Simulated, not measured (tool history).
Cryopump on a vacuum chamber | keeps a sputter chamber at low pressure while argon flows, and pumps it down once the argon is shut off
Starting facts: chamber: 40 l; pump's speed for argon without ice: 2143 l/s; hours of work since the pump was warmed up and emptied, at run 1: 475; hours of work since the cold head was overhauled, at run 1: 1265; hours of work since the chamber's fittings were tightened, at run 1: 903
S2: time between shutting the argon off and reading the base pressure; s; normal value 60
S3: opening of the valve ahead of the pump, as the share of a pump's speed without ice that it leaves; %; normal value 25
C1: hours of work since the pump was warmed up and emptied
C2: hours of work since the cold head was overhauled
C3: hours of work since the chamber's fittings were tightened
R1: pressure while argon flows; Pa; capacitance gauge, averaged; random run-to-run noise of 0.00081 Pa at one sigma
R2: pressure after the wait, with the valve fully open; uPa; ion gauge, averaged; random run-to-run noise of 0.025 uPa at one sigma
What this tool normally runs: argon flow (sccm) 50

run 1 day=0 | argon_flow_(sccm)=50 S2=60 S3=25 | C1=475 C2=1265 C3=903 | R1=0.1654 R2=1.51
run 2 day=3.333 | argon_flow_(sccm)=50 S2=60 S3=25 | C1=508 C2=1298 C3=937 | R1=0.1662 R2=1.51
run 3 day=7.1 | argon_flow_(sccm)=70 S2=60 S3=25 | C1=546 C2=1336 C3=974 | R1=0.2316 R2=1.61
run 4 day=9.938 | argon_flow_(sccm)=50 S2=60 S3=25 | C1=575 C2=1365 C3=1003 | R1=0.1656 R2=1.61
run 5 day=14.129 | argon_flow_(sccm)=46 S2=60 S3=25 | C1=617 C2=1407 C3=1045 | R1=0.1532 R2=1.7
run 6 day=16.575 | argon_flow_(sccm)=46 S2=60 S3=25 | C1=641 C2=1431 C3=1070 | R1=0.1542 R2=1.66
run 7 day=21.038 | argon_flow_(sccm)=50 S2=60 S3=25 | C1=686 C2=1476 C3=1114 | R1=0.1699 R2=1.74
run 8 day=24.179 | argon_flow_(sccm)=50 S2=60 S3=25 | C1=718 C2=1508 C3=1146 | R1=0.1699 R2=1.78
run 9 day=26.804 | argon_flow_(sccm)=50 S2=60 S3=25 | C1=744 C2=1534 C3=1172 | R1=0.1683 R2=1.73
-- day=27.738 pump warmed up, emptied and cooled again
run 10 day=31.183 | argon_flow_(sccm)=50 S2=60 S3=25 | C1=35 C2=1576 C3=1214 | R1=0.1576 R2=1.59
run 11 day=35.692 | argon_flow_(sccm)=21 S2=60 S3=25 | C1=80 C2=1621 C3=1259 | R1=0.0669 R2=1.65
run 12 day=39.612 | argon_flow_(sccm)=50 S2=60 S3=25 | C1=119 C2=1660 C3=1299 | R1=0.1611 R2=1.77
run 13 day=44.075 | argon_flow_(sccm)=50 S2=60 S3=25 | C1=164 C2=1705 C3=1343 | R1=0.1597 R2=1.75
run 14 day=48.15 | argon_flow_(sccm)=50 S2=60 S3=17 | C1=205 C2=1746 C3=1384 | R1=0.2348 R2=1.77
run 15 day=50.546 | argon_flow_(sccm)=50 S2=60 S3=22 | C1=229 C2=1770 C3=1408 | R1=0.1825 R2=1.74
run 16 day=54.021 | argon_flow_(sccm)=91 S2=60 S3=25 | C1=264 C2=1805 C3=1443 | R1=0.2933 R2=1.84
run 17 day=58 | argon_flow_(sccm)=91 S2=60 S3=25 | C1=304 C2=1845 C3=1483 | R1=0.2937 R2=1.82
run 18 day=62.3 | argon_flow_(sccm)=29 S2=67 S3=23 | C1=347 C2=1888 C3=1526 | R1=0.1032 R2=1.78
run 19 day=66.933 | argon_flow_(sccm)=25 S2=67 S3=15 | C1=393 C2=1935 C3=1573 | R1=0.1333 R2=1.81
run 20 day=69.696 | argon_flow_(sccm)=58 S2=221 S3=40 | C1=421 C2=1962 C3=1601 | R1=0.1216 R2=1.27
run 21 day=72.979 | argon_flow_(sccm)=58 S2=221 S3=40 | C1=454 C2=1995 C3=1633 | R1=0.1226 R2=1.29
run 22 day=75.146 | argon_flow_(sccm)=23 S2=164 S3=54 | C1=476 C2=2017 C3=1655 | R1=0.0362 R2=1.34
run 23 day=77.708 | argon_flow_(sccm)=23 S2=49 S3=25 | C1=502 C2=2043 C3=1681 | R1=0.0768 R2=2.27
run 24 day=82.283 | argon_flow_(sccm)=25 S2=104 S3=25 | C1=547 C2=2089 C3=1727 | R1=0.0828 R2=1.66
run 25 day=85.446 | argon_flow_(sccm)=52 S2=60 S3=25 | C1=579 C2=2120 C3=1759 | R1=0.1722 R2=2.06
run 26 day=89.738 | argon_flow_(sccm)=52 S2=60 S3=25 | C1=622 C2=2163 C3=1802 | R1=0.1736 R2=2.09
run 27 day=93.083 | argon_flow_(sccm)=60 S2=28 S3=25 | C1=656 C2=2197 C3=1835 | R1=0.2019 R2=3.12
run 28 day=97.512 | argon_flow_(sccm)=26 S2=170 S3=25 | C1=700 C2=2241 C3=1880 | R1=0.0877 R2=1.64
run 29 day=100.942 | argon_flow_(sccm)=26 S2=170 S3=25 | C1=735 C2=2276 C3=1914 | R1=0.0869 R2=1.68
-- day=102.812 pump warmed up, emptied and cooled again
run 30 day=104.033 | argon_flow_(sccm)=28 S2=159 S3=22 | C1=12 C2=2305 C3=1943 | R1=0.1002 R2=1.37
run 31 day=107.233 | argon_flow_(sccm)=21 S2=226 S3=22 | C1=44 C2=2337 C3=1975 | R1=0.0753 R2=1.34
run 32 day=111.604 | argon_flow_(sccm)=21 S2=226 S3=22 | C1=88 C2=2381 C3=2019 | R1=0.0766 R2=1.41
run 33 day=114.033 | argon_flow_(sccm)=21 S2=226 S3=22 | C1=113 C2=2405 C3=2043 | R1=0.0768 R2=1.4
run 34 day=116.55 | argon_flow_(sccm)=25 S2=216 S3=25 | C1=138 C2=2430 C3=2069 | R1=0.0807 R2=1.46

For some of the steps in R1 from one run to the next: how much would appear even if the tool had no hidden state, given the settings, what came in and random variation, and how much remains for the hidden state plus any gauge scatter that the measured result and the result without hidden state don't share?
Hidden state at play: pump's speed, % of a pump's without ice; cold plate's temperature, K; leak into the chamber, uPa l/s; drift of the gauge itself on working_pa, %; drift of the gauge itself on base_upa, %.
Run 9 -> 10: pump warmed up, emptied and cooled again. R1 -0.0107 Pa: hidden state -0.0109, all else +0.0002.
Run 15 -> 16: argon flow (sccm) 50 -> 91, S3 22 -> 25. R1 +0.1108 Pa: hidden state +0.0037, all else +0.1071.
Run 17 -> 18: argon flow (sccm) 91 -> 29, S2 60 -> 67, S3 25 -> 23. R1 -0.1905 Pa: hidden state -0.0054, all else -0.1851.
Run 27 -> 28: argon flow (sccm) 60 -> 26, S2 28 -> 170. R1 -0.1142 Pa: hidden state -0.0067, all else -0.1075.
Run 29 -> 30: argon flow (sccm) 26 -> 28, S2 170 -> 159, S3 25 -> 22, pump warmed up, emptied and cooled again. R1 +0.0133 Pa: hidden state -0.0057, all else +0.019.
